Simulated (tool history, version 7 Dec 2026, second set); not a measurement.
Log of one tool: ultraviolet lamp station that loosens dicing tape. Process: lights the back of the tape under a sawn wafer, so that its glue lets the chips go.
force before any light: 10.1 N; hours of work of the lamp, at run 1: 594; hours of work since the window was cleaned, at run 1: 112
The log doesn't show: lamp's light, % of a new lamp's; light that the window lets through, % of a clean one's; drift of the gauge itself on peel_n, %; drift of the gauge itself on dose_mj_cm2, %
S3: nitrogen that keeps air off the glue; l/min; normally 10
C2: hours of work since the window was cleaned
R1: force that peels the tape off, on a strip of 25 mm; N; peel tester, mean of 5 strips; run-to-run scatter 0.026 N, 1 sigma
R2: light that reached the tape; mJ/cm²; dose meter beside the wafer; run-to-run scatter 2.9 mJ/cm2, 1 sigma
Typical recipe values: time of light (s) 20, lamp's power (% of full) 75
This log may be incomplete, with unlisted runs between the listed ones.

run 1 day=0.000 | time_of_light_(s)=20 lamp's_power_(%_of_full)=75 S3=10 | hours_of_work_of_the_lamp=594 C2=112 | R1=2.064 R2=320
run 2 day=2.283 | time_of_light_(s)=20 lamp's_power_(%_of_full)=75 S3=10 | hours_of_work_of_the_lamp=638 C2=155 | R1=2.216 R2=304
run 3 day=3.867 | time_of_light_(s)=20 lamp's_power_(%_of_full)=75 S3=10 | hours_of_work_of_the_lamp=668 C2=186 | R1=2.259 R2=294
run 4 day=5.812 | time_of_light_(s)=13 lamp's_power_(%_of_full)=75 S3=10 | hours_of_work_of_the_lamp=705 C2=223 | R1=3.923 R2=187
run 5 day=8.062 | time_of_light_(s)=13 lamp's_power_(%_of_full)=75 S3=10 | hours_of_work_of_the_lamp=748 C2=266 | R1=3.992 R2=182
run 6 day=9.725 | time_of_light_(s)=19 lamp's_power_(%_of_full)=64 S3=10 | hours_of_work_of_the_lamp=780 C2=297 | R1=3.329 R2=219
run 7 day=11.500 | time_of_light_(s)=21 lamp's_power_(%_of_full)=71 S3=5 | hours_of_work_of_the_lamp=814 C2=331 | R1=3.436 R2=263
-- day=12.642 window cleaned of glue's vapour
run 8 day=13.829 | time_of_light_(s)=15 lamp's_power_(%_of_full)=71 S3=5 | hours_of_work_of_the_lamp=858 C2=23 | R1=4.155 R2=207

Run 9, settings as shown, results not yet in. Your forecast:
run 9 day=16.354 | time_of_light_(s)=15 lamp's_power_(%_of_full)=71 S3=5 | hours_of_work_of_the_lamp=906 C2=71 | R1=? R2=?

R1: 4.359 N
R2: 195 mJ/cm²
If the tool had no hidden condition, the same run with the same run-to-run variation would have returned R1 2.810 N, R2 301 mJ/cm².
